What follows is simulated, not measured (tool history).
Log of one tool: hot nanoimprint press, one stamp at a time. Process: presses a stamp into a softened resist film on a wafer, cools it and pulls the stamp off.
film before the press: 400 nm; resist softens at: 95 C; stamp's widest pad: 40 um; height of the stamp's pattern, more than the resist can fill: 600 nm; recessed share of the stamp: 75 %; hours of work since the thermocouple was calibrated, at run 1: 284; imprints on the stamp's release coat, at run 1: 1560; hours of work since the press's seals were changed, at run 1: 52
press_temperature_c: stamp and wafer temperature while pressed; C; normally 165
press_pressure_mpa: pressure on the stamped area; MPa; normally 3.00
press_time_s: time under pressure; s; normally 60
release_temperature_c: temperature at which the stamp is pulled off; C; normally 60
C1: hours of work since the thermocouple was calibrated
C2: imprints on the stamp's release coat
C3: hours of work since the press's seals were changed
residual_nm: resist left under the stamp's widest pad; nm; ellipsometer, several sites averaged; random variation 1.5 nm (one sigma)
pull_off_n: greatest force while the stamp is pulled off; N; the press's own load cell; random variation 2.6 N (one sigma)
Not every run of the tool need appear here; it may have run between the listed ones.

run 1 hour=0.0 | press_temperature_c=165 press_pressure_mpa=3.00 press_time_s=60 release_temperature_c=60 | C1=284 C2=1560 C3=52 | residual_nm=245.3 pull_off_n=142
run 2 hour=4.0 | press_temperature_c=165 press_pressure_mpa=3.00 press_time_s=60 release_temperature_c=60 | C1=287 C2=1577 C3=55 | residual_nm=241.7 pull_off_n=144
run 3 hour=12.5 | press_temperature_c=165 press_pressure_mpa=3.00 press_time_s=108 release_temperature_c=60 | C1=293 C2=1614 C3=61 | residual_nm=202.5 pull_off_n=144
run 4 hour=18.4 | press_temperature_c=165 press_pressure_mpa=3.00 press_time_s=60 release_temperature_c=54 | C1=297 C2=1640 C3=65 | residual_nm=246.8 pull_off_n=156
run 5 hour=26.4 | press_temperature_c=165 press_pressure_mpa=3.00 press_time_s=60 release_temperature_c=54 | C1=303 C2=1674 C3=71 | residual_nm=245.9 pull_off_n=158
run 6 hour=34.9 | press_temperature_c=165 press_pressure_mpa=3.00 press_time_s=60 release_temperature_c=54 | C1=309 C2=1711 C3=77 | residual_nm=243.8 pull_off_n=163
run 7 hour=43.2 | press_temperature_c=165 press_pressure_mpa=3.00 press_time_s=60 release_temperature_c=54 | C1=315 C2=1747 C3=83 | residual_nm=246.4 pull_off_n=158
run 8 hour=49.2 | press_temperature_c=165 press_pressure_mpa=3.00 press_time_s=38 release_temperature_c=54 | C1=319 C2=1773 C3=87 | residual_nm=278.3 pull_off_n=155
run 9 hour=58.4 | press_temperature_c=165 press_pressure_mpa=3.00 press_time_s=38 release_temperature_c=54 | C1=326 C2=1813 C3=94 | residual_nm=277.6 pull_off_n=162
run 10 hour=62.9 | press_temperature_c=165 press_pressure_mpa=3.00 press_time_s=38 release_temperature_c=54 | C1=329 C2=1832 C3=97 | residual_nm=273.7 pull_off_n=162
run 11 hour=67.0 | press_temperature_c=165 press_pressure_mpa=3.00 press_time_s=60 release_temperature_c=60 | C1=332 C2=1850 C3=100 | residual_nm=245.2 pull_off_n=149
run 12 hour=76.6 | press_temperature_c=165 press_pressure_mpa=3.00 press_time_s=60 release_temperature_c=60 | C1=339 C2=1892 C3=107 | residual_nm=245.7 pull_off_n=150
run 13 hour=85.3 | press_temperature_c=165 press_pressure_mpa=3.00 press_time_s=60 release_temperature_c=60 | C1=345 C2=1929 C3=113 | residual_nm=246.5 pull_off_n=151
run 14 hour=91.3 | press_temperature_c=165 press_pressure_mpa=3.00 press_time_s=60 release_temperature_c=50 | C1=349 C2=1955 C3=117 | residual_nm=247.1 pull_off_n=172
run 15 hour=97.8 | press_temperature_c=165 press_pressure_mpa=3.96 press_time_s=60 release_temperature_c=60 | C1=354 C2=1984 C3=122 | residual_nm=219.0 pull_off_n=149
run 16 hour=106.5 | press_temperature_c=159 press_pressure_mpa=2.35 press_time_s=60 release_temperature_c=60 | C1=360 C2=2022 C3=128 | residual_nm=321.5 pull_off_n=154
run 17 hour=111.3 | press_temperature_c=157 press_pressure_mpa=2.23 press_time_s=60 release_temperature_c=60 | C1=364 C2=2042 C3=132 | residual_nm=342.4 pull_off_n=148
run 18 hour=119.0 | press_temperature_c=170 press_pressure_mpa=3.00 press_time_s=60 release_temperature_c=51 | C1=369 C2=2076 C3=137 | residual_nm=200.7 pull_off_n=170
run 19 hour=124.4 | press_temperature_c=170 press_pressure_mpa=2.54 press_time_s=60 release_temperature_c=51 | C1=373 C2=2099 C3=141 | residual_nm=214.9 pull_off_n=167
run 20 hour=131.7 | press_temperature_c=170 press_pressure_mpa=2.54 press_time_s=60 release_temperature_c=51 | C1=378 C2=2131 C3=146 | residual_nm=215.7 pull_off_n=170
run 21 hour=137.1 | press_temperature_c=170 press_pressure_mpa=2.54 press_time_s=60 release_temperature_c=51 | C1=382 C2=2154 C3=150 | residual_nm=215.6 pull_off_n=171
-- hour=146.5 plate thermocouple calibrated
run 22 hour=148.3 | press_temperature_c=165 press_pressure_mpa=1.99 press_time_s=96 release_temperature_c=60 | C1=1 C2=2190 C3=156 | residual_nm=242.4 pull_off_n=151
run 23 hour=154.1 | press_temperature_c=163 press_pressure_mpa=1.99 press_time_s=96 release_temperature_c=67 | C1=5 C2=2215 C3=160 | residual_nm=258.3 pull_off_n=143
run 24 hour=159.9 | press_temperature_c=163 press_pressure_mpa=1.99 press_time_s=96 release_temperature_c=67 | C1=10 C2=2240 C3=164 | residual_nm=260.7 pull_off_n=136
run 25 hour=166.8 | press_temperature_c=169 press_pressure_mpa=3.22 press_time_s=65 release_temperature_c=57 | C1=15 C2=2270 C3=169 | residual_nm=186.7 pull_off_n=157
run 26 hour=171.3 | press_temperature_c=165 press_pressure_mpa=1.96 press_time_s=65 release_temperature_c=63 | C1=18 C2=2289 C3=173 | residual_nm=266.8 pull_off_n=143
run 27 hour=178.3 | press_temperature_c=165 press_pressure_mpa=1.96 press_time_s=65 release_temperature_c=63 | C1=23 C2=2320 C3=178 | residual_nm=266.4 pull_off_n=140
run 28 hour=183.8 | press_temperature_c=165 press_pressure_mpa=1.96 press_time_s=65 release_temperature_c=63 | C1=27 C2=2343 C3=182 | residual_nm=270.0 pull_off_n=147
run 29 hour=192.8 | press_temperature_c=165 press_pressure_mpa=3.00 press_time_s=60 release_temperature_c=67 | C1=33 C2=2382 C3=188 | residual_nm=236.3 pull_off_n=145

Below are 5 alternative next runs, each starting from the tool's condition after run 29. Predict each:
-- hour=201.4 stamp cleaned and given a new release coat
run A hour=203.1 | press_temperature_c=155 press_pressure_mpa=3.00 press_time_s=77 release_temperature_c=50 | C1=36 C2=7 C3=191 | residual_nm=? pull_off_n=?
-- hour=201.4 stamp cleaned and given a new release coat
run B hour=203.1 | press_temperature_c=162 press_pressure_mpa=3.00 press_time_s=40 release_temperature_c=67 | C1=36 C2=7 C3=191 | residual_nm=? pull_off_n=?
-- hour=201.4 stamp cleaned and given a new release coat
run C hour=203.1 | press_temperature_c=172 press_pressure_mpa=3.00 press_time_s=60 release_temperature_c=67 | C1=36 C2=7 C3=191 | residual_nm=? pull_off_n=?
-- hour=201.4 stamp cleaned and given a new release coat
run D hour=203.1 | press_temperature_c=165 press_pressure_mpa=2.90 press_time_s=98 release_temperature_c=60 | C1=36 C2=7 C3=191 | residual_nm=? pull_off_n=?
-- hour=201.4 stamp cleaned and given a new release coat
run E hour=203.1 | press_temperature_c=165 press_pressure_mpa=3.00 press_time_s=60 release_temperature_c=68 | C1=36 C2=7 C3=191 | residual_nm=? pull_off_n=?

run=A residual_nm=314.1 pull_off_n=135
run=B residual_nm=291.6 pull_off_n=111
run=C residual_nm=175.1 pull_off_n=108
run=D residual_nm=201.8 pull_off_n=118
run=E residual_nm=238.3 pull_off_n=108
Take away the tool's hidden state, keep each run's random variation, and the runs would have read:
run=A residual_nm=311.0 pull_off_n=135
run=B residual_nm=288.3 pull_off_n=110
run=C residual_nm=172.1 pull_off_n=107
run=D residual_nm=198.5 pull_off_n=117
run=E residual_nm=234.8 pull_off_n=107
